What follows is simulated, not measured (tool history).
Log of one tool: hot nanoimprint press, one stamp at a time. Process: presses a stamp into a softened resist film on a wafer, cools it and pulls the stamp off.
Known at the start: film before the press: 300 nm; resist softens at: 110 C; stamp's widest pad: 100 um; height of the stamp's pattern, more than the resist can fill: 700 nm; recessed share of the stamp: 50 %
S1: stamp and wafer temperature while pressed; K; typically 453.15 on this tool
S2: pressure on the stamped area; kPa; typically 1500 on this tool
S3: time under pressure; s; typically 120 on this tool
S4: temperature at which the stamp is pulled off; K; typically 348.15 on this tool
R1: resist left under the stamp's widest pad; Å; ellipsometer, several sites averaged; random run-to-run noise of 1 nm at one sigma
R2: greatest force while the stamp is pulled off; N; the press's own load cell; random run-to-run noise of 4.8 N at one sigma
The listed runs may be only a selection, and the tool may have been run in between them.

{"run": 1, "day": 0.0, "S1": 453.15, "S2": 1500, "S3": 120, "S4": 348.15, "R1": 1613, "R2": 284}
{"run": 2, "day": 0.312, "S1": 453.15, "S2": 1500, "S3": 120, "S4": 348.15, "R1": 1602, "R2": 283}
{"run": 3, "day": 0.579, "S1": 453.15, "S2": 1500, "S3": 120, "S4": 348.15, "R1": 1620, "R2": 287}
{"run": 4, "day": 0.967, "S1": 453.15, "S2": 1500, "S3": 120, "S4": 348.15, "R1": 1616, "R2": 282}
{"run": 5, "day": 1.35, "S1": 453.15, "S2": 1500, "S3": 120, "S4": 348.15, "R1": 1620, "R2": 272}
{"run": 6, "day": 1.662, "S1": 453.15, "S2": 1500, "S3": 120, "S4": 348.15, "R1": 1649, "R2": 285}
{"run": 7, "day": 2.133, "S1": 453.15, "S2": 1500, "S3": 120, "S4": 348.15, "R1": 1617, "R2": 286}
{"run": 8, "day": 2.671, "S1": 453.15, "S2": 1500, "S3": 120, "S4": 348.15, "R1": 1643, "R2": 277}
{"run": 9, "day": 2.942, "S1": 453.15, "S2": 1500, "S3": 120, "S4": 348.15, "R1": 1637, "R2": 288}
{"run": 10, "day": 3.4, "S1": 453.15, "S2": 1500, "S3": 120, "S4": 348.15, "R1": 1681, "R2": 290}
{"run": 11, "day": 3.954, "S1": 453.15, "S2": 2260, "S3": 81, "S4": 348.15, "R1": 1646, "R2": 294}
{"run": 12, "day": 4.3, "S1": 454.15, "S2": 940, "S3": 81, "S4": 348.15, "R1": 2103, "R2": 299}
{"run": 13, "day": 4.829, "S1": 451.15, "S2": 1500, "S3": 151, "S4": 348.15, "R1": 1654, "R2": 296}
{"run": 14, "day": 5.25, "S1": 445.15, "S2": 1030, "S3": 179, "S4": 348.15, "R1": 2164, "R2": 298}
{"run": 15, "day": 5.854, "S1": 445.15, "S2": 1030, "S3": 179, "S4": 348.15, "R1": 2006, "R2": 275}
{"run": 16, "day": 6.388, "S1": 453.15, "S2": 1500, "S3": 99, "S4": 339.15, "R1": 1613, "R2": 336}
{"run": 17, "day": 6.917, "S1": 447.15, "S2": 920, "S3": 99, "S4": 345.15, "R1": 2262, "R2": 306}
{"run": 18, "day": 7.496, "S1": 462.15, "S2": 1300, "S3": 99, "S4": 339.15, "R1": 1240, "R2": 331}
{"run": 19, "day": 7.954, "S1": 462.15, "S2": 1300, "S3": 85, "S4": 344.15, "R1": 1322, "R2": 303}
{"run": 20, "day": 8.508, "S1": 462.15, "S2": 1300, "S3": 85, "S4": 344.15, "R1": 1348, "R2": 297}

Put back what was entered between runs (2 entries, withheld): which listed runs does each sit between, and how does the hidden state differ from the listed run before to the listed run after?
In the gap between runs 9 and 10: plate thermocouple calibrated (day 3.096)
  true temperature over the reading, C: -1.91 -> -2.76; pressure that arrives at the usual setting, %: 97.61 -> 97.59; grip of the stamp's worn release coat, % over a new coat's: 16.8 -> 17.1
  the result without the hidden state subtracted from the measured one, R1: +124 -> +174 Å; R2: +51 -> +56 N
In the gap between runs 14 and 15: plate thermocouple calibrated, once more (day 5.55)
  true temperature over the reading, C: -2.85 -> 0.01; pressure that arrives at the usual setting, %: 97.46 -> 97.42; grip of the stamp's worn release coat, % over a new coat's: 18.5 -> 18.9
  the result without the hidden state subtracted from the measured one, R1: +187 -> +10 Å; R2: +61 -> +44 N

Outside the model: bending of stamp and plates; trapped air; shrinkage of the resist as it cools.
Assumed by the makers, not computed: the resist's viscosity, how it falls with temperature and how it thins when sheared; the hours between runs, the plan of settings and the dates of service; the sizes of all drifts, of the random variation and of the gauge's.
